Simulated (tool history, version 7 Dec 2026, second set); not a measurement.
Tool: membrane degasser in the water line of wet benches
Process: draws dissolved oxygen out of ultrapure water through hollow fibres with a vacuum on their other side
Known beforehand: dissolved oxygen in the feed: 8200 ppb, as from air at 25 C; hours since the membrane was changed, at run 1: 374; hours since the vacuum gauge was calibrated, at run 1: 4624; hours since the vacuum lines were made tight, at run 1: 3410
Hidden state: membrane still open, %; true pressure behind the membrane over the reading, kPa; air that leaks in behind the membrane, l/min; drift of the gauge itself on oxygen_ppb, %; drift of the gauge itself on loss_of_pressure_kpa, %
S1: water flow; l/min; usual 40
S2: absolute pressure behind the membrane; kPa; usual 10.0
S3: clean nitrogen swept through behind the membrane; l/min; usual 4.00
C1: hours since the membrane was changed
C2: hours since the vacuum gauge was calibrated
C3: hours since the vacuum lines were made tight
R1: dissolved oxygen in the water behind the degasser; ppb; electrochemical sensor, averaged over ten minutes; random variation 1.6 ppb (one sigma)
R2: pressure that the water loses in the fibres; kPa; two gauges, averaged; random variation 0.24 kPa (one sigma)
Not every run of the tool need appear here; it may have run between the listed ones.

{"run": 1, "hour": 0.0, "S1": 40, "S2": 10.0, "S3": 4.0, "C1": 374, "C2": 4624, "C3": 3410, "R1": 167.7, "R2": 61.23}
{"run": 2, "hour": 137.1, "S1": 40, "S2": 10.0, "S3": 3.1, "C1": 511, "C2": 4761, "C3": 3547, "R1": 211.1, "R2": 60.96}
{"run": 3, "hour": 206.3, "S1": 40, "S2": 10.0, "S3": 4.0, "C1": 580, "C2": 4830, "C3": 3616, "R1": 168.2, "R2": 61.66}
{"hour": 323.3, "done": "vacuum gauge calibrated"}
{"run": 4, "hour": 355.2, "S1": 40, "S2": 6.7, "S3": 4.0, "C1": 729, "C2": 32, "C3": 3764, "R1": 84.3, "R2": 61.15}
{"run": 5, "hour": 445.6, "S1": 30, "S2": 10.0, "S3": 4.0, "C1": 819, "C2": 122, "C3": 3855, "R1": 119.3, "R2": 45.6}
{"run": 6, "hour": 580.8, "S1": 31, "S2": 10.0, "S3": 4.0, "C1": 954, "C2": 258, "C3": 3990, "R1": 125.6, "R2": 47.44}
{"run": 7, "hour": 642.8, "S1": 40, "S2": 10.0, "S3": 2.72, "C1": 1016, "C2": 320, "C3": 4052, "R1": 227.5, "R2": 61.33}
{"run": 8, "hour": 764.5, "S1": 40, "S2": 10.0, "S3": 2.72, "C1": 1138, "C2": 441, "C3": 4174, "R1": 229.8, "R2": 61.42}
{"run": 9, "hour": 839.7, "S1": 52, "S2": 10.0, "S3": 4.0, "C1": 1213, "C2": 516, "C3": 4249, "R1": 211.3, "R2": 80.38}
{"run": 10, "hour": 918.2, "S1": 46, "S2": 22.2, "S3": 4.7, "C1": 1292, "C2": 595, "C3": 4327, "R1": 421.8, "R2": 70.6}
{"run": 11, "hour": 979.6, "S1": 40, "S2": 10.0, "S3": 10.12, "C1": 1353, "C2": 656, "C3": 4389, "R1": 71.1, "R2": 61.64}
{"run": 12, "hour": 1080.7, "S1": 40, "S2": 10.0, "S3": 1.7, "C1": 1454, "C2": 757, "C3": 4490, "R1": 341.7, "R2": 61.89}
{"run": 13, "hour": 1221.8, "S1": 37, "S2": 13.6, "S3": 6.31, "C1": 1595, "C2": 898, "C3": 4631, "R1": 148.5, "R2": 57.13}

3 ways to go on from here, each from the tool as it stands after run 13. What would each give?
{"run": "A", "hour": 1359.5, "S1": 40, "S2": 24.8, "S3": 4.0, "C1": 1733, "C2": 1036, "C3": 4769, "R1": "?", "R2": "?"}
{"run": "B", "hour": 1359.5, "S1": 37, "S2": 6.3, "S3": 6.31, "C1": 1733, "C2": 1036, "C3": 4769, "R1": "?", "R2": "?"}
{"run": "C", "hour": 1359.5, "S1": 35, "S2": 16.7, "S3": 2.75, "C1": 1733, "C2": 1036, "C3": 4769, "R1": "?", "R2": "?"}

run=A R1=483.6 R2=61.79
run=B R1=47.9 R2=57.06
run=C R1=385.4 R2=53.91
What these runs would have given with no unlogged condition in the tool:
run=A R1=481.5 R2=60.87
run=B R1=47.3 R2=56.21
run=C R1=383.6 R2=53.10
